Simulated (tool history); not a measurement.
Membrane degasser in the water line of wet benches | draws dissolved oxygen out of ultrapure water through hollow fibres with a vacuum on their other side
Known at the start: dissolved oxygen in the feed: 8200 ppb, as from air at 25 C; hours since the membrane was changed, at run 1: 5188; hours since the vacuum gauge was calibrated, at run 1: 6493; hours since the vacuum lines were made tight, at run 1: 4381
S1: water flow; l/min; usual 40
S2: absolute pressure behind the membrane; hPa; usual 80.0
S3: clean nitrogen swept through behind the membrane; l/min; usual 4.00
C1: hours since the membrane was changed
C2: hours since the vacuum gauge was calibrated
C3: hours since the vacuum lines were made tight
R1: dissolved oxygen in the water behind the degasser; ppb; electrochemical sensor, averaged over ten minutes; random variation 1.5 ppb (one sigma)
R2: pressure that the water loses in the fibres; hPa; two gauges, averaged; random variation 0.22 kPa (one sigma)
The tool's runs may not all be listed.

run 1 hour=0.0 | S1=40 S2=80.0 S3=4.00 | C1=5188 C2=6493 C3=4381 | R1=171.7 R2=544.9
run 2 hour=68.6 | S1=40 S2=80.0 S3=4.00 | C1=5257 C2=6562 C3=4449 | R1=169.6 R2=547.7
-- hour=104.8 vacuum gauge calibrated
run 3 hour=142.8 | S1=26 S2=80.0 S3=4.00 | C1=5330 C2=38 C3=4523 | R1=94.0 R2=356.2
run 4 hour=269.5 | S1=40 S2=80.0 S3=4.00 | C1=5457 C2=165 C3=4650 | R1=162.0 R2=545.1
run 5 hour=409.0 | S1=40 S2=80.0 S3=4.00 | C1=5596 C2=304 C3=4789 | R1=163.7 R2=549.3
run 6 hour=527.6 | S1=35 S2=80.0 S3=4.00 | C1=5715 C2=423 C3=4908 | R1=139.2 R2=482.5
-- hour=619.2 seals of the vacuum lines changed
run 7 hour=694.8 | S1=35 S2=51.5 S3=4.00 | C1=5880 C2=588 C3=76 | R1=81.2 R2=484.2
run 8 hour=852.7 | S1=40 S2=80.0 S3=4.00 | C1=6038 C2=746 C3=234 | R1=163.4 R2=553.6
run 9 hour=945.1 | S1=33 S2=84.4 S3=9.28 | C1=6131 C2=838 C3=326 | R1=80.1 R2=452.6
run 10 hour=1043.9 | S1=28 S2=80.0 S3=1.72 | C1=6229 C2=937 C3=425 | R1=200.8 R2=387.3
run 11 hour=1198.9 | S1=36 S2=80.0 S3=3.68 | C1=6384 C2=1092 C3=580 | R1=153.8 R2=497.6
run 12 hour=1281.3 | S1=40 S2=105.4 S3=4.00 | C1=6467 C2=1174 C3=662 | R1=220.5 R2=550.3
run 13 hour=1388.9 | S1=38 S2=90.3 S3=7.03 | C1=6574 C2=1282 C3=770 | R1=122.9 R2=525.1
run 14 hour=1490.5 | S1=26 S2=90.3 S3=1.62 | C1=6676 C2=1384 C3=871 | R1=234.3 R2=359.5
run 15 hour=1560.7 | S1=25 S2=105.4 S3=4.00 | C1=6746 C2=1454 C3=942 | R1=129.9 R2=345.4

3 ways to go on from here, each from the tool as it stands after run 15. What would each give?
run A hour=1718.5 | S1=40 S2=106.3 S3=8.41 | C1=6904 C2=1612 C3=1099 | R1=? R2=?
run B hour=1718.5 | S1=25 S2=105.4 S3=3.66 | C1=6904 C2=1612 C3=1099 | R1=? R2=?
run C hour=1718.5 | S1=42 S2=59.5 S3=2.75 | C1=6904 C2=1612 C3=1099 | R1=? R2=?

run=A R1=138.4 R2=553.4
run=B R1=140.0 R2=344.7
run=C R1=155.4 R2=580.1
Without the tool's hidden state the same runs would have given:
run=A R1=124.5 R2=524.4
run=B R1=132.7 R2=326.6
run=C R1=138.3 R2=549.6

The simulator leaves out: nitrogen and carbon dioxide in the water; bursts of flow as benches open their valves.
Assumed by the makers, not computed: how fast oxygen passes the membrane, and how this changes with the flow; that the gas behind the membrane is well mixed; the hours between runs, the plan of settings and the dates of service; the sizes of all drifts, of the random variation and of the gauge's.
